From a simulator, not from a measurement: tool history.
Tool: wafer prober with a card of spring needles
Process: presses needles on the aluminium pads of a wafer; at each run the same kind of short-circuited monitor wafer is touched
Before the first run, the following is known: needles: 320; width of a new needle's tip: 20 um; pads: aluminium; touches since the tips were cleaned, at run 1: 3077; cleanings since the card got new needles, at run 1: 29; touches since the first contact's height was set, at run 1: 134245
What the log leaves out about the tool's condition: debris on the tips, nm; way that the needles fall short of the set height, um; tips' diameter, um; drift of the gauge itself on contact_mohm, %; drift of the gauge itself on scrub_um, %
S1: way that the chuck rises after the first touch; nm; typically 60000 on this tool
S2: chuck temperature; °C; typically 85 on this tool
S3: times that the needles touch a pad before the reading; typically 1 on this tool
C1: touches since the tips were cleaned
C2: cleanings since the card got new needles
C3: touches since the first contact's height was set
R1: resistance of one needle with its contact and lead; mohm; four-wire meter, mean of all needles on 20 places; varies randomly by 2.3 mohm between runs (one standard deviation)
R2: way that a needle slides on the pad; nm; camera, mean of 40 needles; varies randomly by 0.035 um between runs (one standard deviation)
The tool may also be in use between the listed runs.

| run | hour | S1 | S2 | S3 | C1 | C2 | C3 | R1 | R2 |
|---|---|---|---|---|---|---|---|---|---|
| 1 | 0 | 60000 | 85 | 1 | 3077 | 29 | 134245 | 373 | 11940 |
|  | 1.4 | tips cleaned on abrasive film |
| 2 | 6 | 60000 | 85 | 1 | 3091 | 30 | 138188 | 364 | 11910 |
|  | 7.4 | tips cleaned on abrasive film |
|  | 13.5 | tips cleaned on abrasive film |
| 3 | 15.5 | 60000 | 29 | 1 | 1321 | 32 | 144308 | 313 | 11880 |
|  | 19.2 | tips cleaned on abrasive film |
| 4 | 23.7 | 60000 | 29 | 1 | 3021 | 33 | 149731 | 368 | 11910 |
|  | 25.1 | tips cleaned on abrasive film |
| 5 | 28 | 60000 | 85 | 1 | 1921 | 34 | 152495 | 334 | 11940 |
|  | 31 | tips cleaned on abrasive film |
| 6 | 34.2 | 60000 | 85 | 1 | 2111 | 35 | 156523 | 340 | 11880 |
|  | 37.4 | tips cleaned on abrasive film |
| 7 | 42.3 | 60000 | 85 | 1 | 3297 | 36 | 161852 | 377 | 11790 |
|  | 43.3 | tips cleaned on abrasive film |
| 8 | 48.5 | 60000 | 45 | 1 | 3501 | 37 | 165902 | 372 | 11860 |
|  | 49.2 | tips cleaned on abrasive film |
| 9 | 53.6 | 60000 | 45 | 1 | 2872 | 38 | 169172 | 363 | 11880 |
|  | 55.3 | tips cleaned on abrasive film |
|  | 61 | tips cleaned on abrasive film |
| 10 | 62.5 | 60000 | 45 | 2 | 992 | 40 | 174998 | 281 | 11850 |
|  | 67 | tips cleaned on abrasive film |
| 11 | 68.3 | 60000 | 114 | 2 | 855 | 41 | 178766 | 294 | 11780 |
|  | 72.8 | tips cleaned on abrasive film |
| 12 | 75.7 | 60000 | 114 | 2 | 1943 | 42 | 183591 | 314 | 11790 |
|  | 78.8 | tips cleaned on abrasive film |
| 13 | 83.5 | 60000 | 121 | 1 | 3127 | 43 | 188705 | 381 | 11780 |
|  | 85.3 | tips cleaned on abrasive film |
| 14 | 89.4 | 60000 | 121 | 1 | 2730 | 44 | 192539 | 372 | 11670 |
|  | 91.5 | tips cleaned on abrasive film |
|  | 97.5 | tips cleaned on abrasive film |
| 15 | 98.1 | 53000 | 85 | 1 | 400 | 46 | 198190 | 296 | 10290 |
|  | 103.6 | tips cleaned on abrasive film |
| 16 | 103.7 | 53000 | 85 | 2 | 50 | 47 | 201836 | 268 | 10200 |
|  | 109.4 | tips cleaned on abrasive film |
| 17 | 109.4 | 60000 | 85 | 1 | 0 | 48 | 205528 | 274 | 11670 |
|  | 115.7 | tips cleaned on abrasive film |
| 18 | 116.8 | 74000 | 85 | 1 | 720 | 49 | 210392 | 286 | 14560 |
|  | 121.9 | tips cleaned on abrasive film |
| 19 | 125.8 | 60000 | 85 | 1 | 2639 | 50 | 216317 | 363 | 11680 |
|  | 128.1 | tips cleaned on abrasive film |
|  | 132.1 | height of the first contact set anew |
|  | 134.2 | tips cleaned on abrasive film |
| 20 | 135 | 60000 | 85 | 1 | 557 | 52 | 1833 | 295 | 12390 |
|  | 140 | tips cleaned on abrasive film |
| 21 | 140.8 | 60000 | 120 | 2 | 505 | 53 | 5592 | 279 | 12400 |
|  | 145.9 | tips cleaned on abrasive film |
| 22 | 149.1 | 60000 | 77 | 2 | 2116 | 54 | 11036 | 307 | 12360 |
|  | 152.1 | tips cleaned on abrasive film |
|  | 158 | tips cleaned on abrasive film |
| 23 | 158.1 | 43000 | 81 | 2 | 60 | 56 | 16867 | 277 | 8820 |
|  | 164.2 | tips cleaned on abrasive film |
| 24 | 165 | 66000 | 85 | 1 | 517 | 57 | 21405 | 274 | 13520 |
|  | 170.1 | tips cleaned on abrasive film |
| 25 | 172.5 | 74000 | 66 | 2 | 1597 | 58 | 26285 | 277 | 15200 |
|  | 176 | tips cleaned on abrasive film |
| 26 | 177.5 | 74000 | 28 | 2 | 969 | 59 | 29564 | 258 | 15270 |
|  | 182 | tips cleaned on abrasive film |
| 27 | 182.6 | 60000 | 41 | 1 | 400 | 60 | 32907 | 270 | 12310 |

Here are 3 independent what-if runs from the current tool condition. What would each one return?
|  | 188.4 | tips cleaned on abrasive film |
| A | 188.8 | 57000 | 41 | 1 | 271 | 61 | 36931 | ? | ? |
|  | 188.4 | tips cleaned on abrasive film |
| B | 188.8 | 61000 | 79 | 3 | 271 | 61 | 36931 | ? | ? |
|  | 188.4 | tips cleaned on abrasive film |
| C | 188.8 | 61000 | 37 | 1 | 271 | 61 | 36931 | ? | ? |

| run | R1 | R2 |
|---|---|---|
| A | 271 | 11660 |
| B | 263 | 12480 |
| C | 267 | 12440 |
With no hidden state in the tool, these same runs would have given:
| run | R1 | R2 |
|---|---|---|
| A | 244 | 11810 |
| B | 254 | 12630 |
| C | 243 | 12590 |
